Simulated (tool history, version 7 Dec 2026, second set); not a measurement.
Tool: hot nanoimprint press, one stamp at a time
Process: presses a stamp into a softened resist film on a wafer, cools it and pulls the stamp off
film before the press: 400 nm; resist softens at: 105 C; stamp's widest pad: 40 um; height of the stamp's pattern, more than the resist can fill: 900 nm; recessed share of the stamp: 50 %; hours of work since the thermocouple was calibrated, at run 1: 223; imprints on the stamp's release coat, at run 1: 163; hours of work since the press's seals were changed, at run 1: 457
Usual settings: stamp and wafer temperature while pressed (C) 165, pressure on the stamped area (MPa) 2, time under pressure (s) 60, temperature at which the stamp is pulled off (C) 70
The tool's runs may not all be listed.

| run | day | stamp and wafer temperature while pressed (C) | pressure on the stamped area (MPa) | time under pressure (s) | temperature at which the stamp is pulled off (C) | hours of work since the thermocouple was calibrated | imprints on the stamp's release coat | hours of work since the press's seals were changed | resist left under the stamp's widest pad (angstrom) | greatest force while the stamp is pulled off (N) |
|---|---|---|---|---|---|---|---|---|---|---|
| 1 | 0 | 165 | 2 | 60 | 70 | 223 | 163 | 457 | 1666 | 219 |
| 2 | 0.621 | 165 | 2 | 60 | 70 | 233 | 246 | 468 | 1663 | 217 |
| 3 | 1.158 | 165 | 2 | 89 | 70 | 243 | 319 | 478 | 1420 | 222 |
| 4 | 1.492 | 165 | 2 | 89 | 70 | 249 | 364 | 483 | 1424 | 221 |
| 5 | 1.921 | 165 | 2 | 89 | 70 | 256 | 422 | 491 | 1419 | 222 |
| 6 | 2.288 | 165 | 2 | 89 | 70 | 262 | 471 | 497 | 1420 | 225 |
| 7 | 3.046 | 165 | 1.43 | 60 | 70 | 276 | 574 | 510 | 1920 | 227 |
| 8 | 3.408 | 165 | 1.43 | 60 | 70 | 282 | 623 | 517 | 1926 | 229 |
| 9 | 3.758 | 165 | 1.43 | 60 | 70 | 288 | 670 | 523 | 1932 | 232 |
| 10 | 4.512 | 165 | 1.43 | 60 | 70 | 301 | 772 | 536 | 1917 | 233 |
| 11 | 4.979 | 165 | 1.43 | 60 | 70 | 309 | 835 | 544 | 1916 | 236 |
|  | 5.479 | stamp cleaned and given a new release coat |
| 12 | 5.971 | 165 | 1.43 | 60 | 70 | 322 | 66 | 557 | 1925 | 212 |
| 13 | 6.525 | 165 | 2 | 60 | 70 | 332 | 141 | 567 | 1649 | 215 |
| 14 | 6.879 | 165 | 2 | 60 | 70 | 338 | 189 | 573 | 1655 | 215 |
| 15 | 7.6 | 165 | 2 | 60 | 70 | 351 | 286 | 585 | 1656 | 222 |
| 16 | 8.325 | 165 | 1.3 | 60 | 65 | 363 | 384 | 598 | 1998 | 240 |
|  | 8.504 | plate thermocouple calibrated |
| 17 | 9.138 | 173 | 1.35 | 60 | 59 | 11 | 477 | 610 | 1469 | 268 |
| 18 | 9.462 | 175 | 2 | 66 | 72 | 17 | 521 | 616 | 1082 | 219 |
|  | 9.912 | plate thermocouple calibrated, once more |
| 19 | 10.342 | 175 | 2.99 | 35 | 72 | 8 | 623 | 629 | 1199 | 222 |
| 20 | 10.925 | 160 | 2 | 60 | 67 | 18 | 702 | 639 | 2030 | 246 |
| 21 | 11.638 | 154 | 2 | 65 | 75 | 30 | 797 | 651 | 2463 | 214 |
| 22 | 12.021 | 154 | 2.01 | 35 | 75 | 37 | 850 | 658 | 2907 | 213 |
|  | 12.388 | stamp cleaned and given a new release coat |
| 23 | 12.583 | 163 | 3 | 44 | 76 | 42 | 26 | 664 | 1719 | 192 |
| 24 | 13.292 | 162 | 1.56 | 60 | 76 | 55 | 123 | 676 | 2079 | 194 |
| 25 | 14.021 | 162 | 1.56 | 60 | 76 | 67 | 221 | 689 | 2078 | 196 |
| 26 | 14.542 | 173 | 1.21 | 60 | 61 | 76 | 291 | 698 | 1569 | 255 |
| 27 | 15.021 | 173 | 1.21 | 60 | 61 | 85 | 356 | 706 | 1570 | 257 |
| 28 | 15.758 | 166 | 1.39 | 67 | 66 | 98 | 455 | 719 | 1815 | 239 |
| 29 | 16.362 | 166 | 1.39 | 112 | 58 | 108 | 537 | 729 | 1483 | 273 |

Some steps in resist left under the stamp's widest pad (angstrom) between neighbouring runs. How much of each would the tool show without its hidden state too (settings, what came in, random variation), and how much is left for the hidden state, with any gauge scatter that isn't in both results?
The hidden state here: true temperature over the reading, C; pressure that arrives at the usual setting, %; grip of the stamp's worn release coat, % over a new coat's; drift of the gauge itself on residual_nm, %; drift of the gauge itself on pull_off_n, %.
Run 18 -> 19: pressure on the stamped area (MPa) 2 -> 2.99, time under pressure (s) 66 -> 35, plate thermocouple calibrated, once more. resist left under the stamp's widest pad (angstrom) +117: hidden state +41, all else +76.
Run 19 -> 20: stamp and wafer temperature while pressed (C) 175 -> 160, pressure on the stamped area (MPa) 2.99 -> 2, time under pressure (s) 35 -> 60, temperature at which the stamp is pulled off (C) 72 -> 67. resist left under the stamp's widest pad (angstrom) +831: hidden state +0, all else +831.
Run 22 -> 23: stamp and wafer temperature while pressed (C) 154 -> 163, pressure on the stamped area (MPa) 2.01 -> 3, time under pressure (s) 35 -> 44, temperature at which the stamp is pulled off (C) 75 -> 76, stamp cleaned and given a new release coat. resist left under the stamp's widest pad (angstrom) -1188: hidden state +19, all else -1207.
Run 23 -> 24: stamp and wafer temperature while pressed (C) 163 -> 162, pressure on the stamped area (MPa) 3 -> 1.56, time under pressure (s) 44 -> 60. resist left under the stamp's widest pad (angstrom) +360: hidden state -30, all else +390.
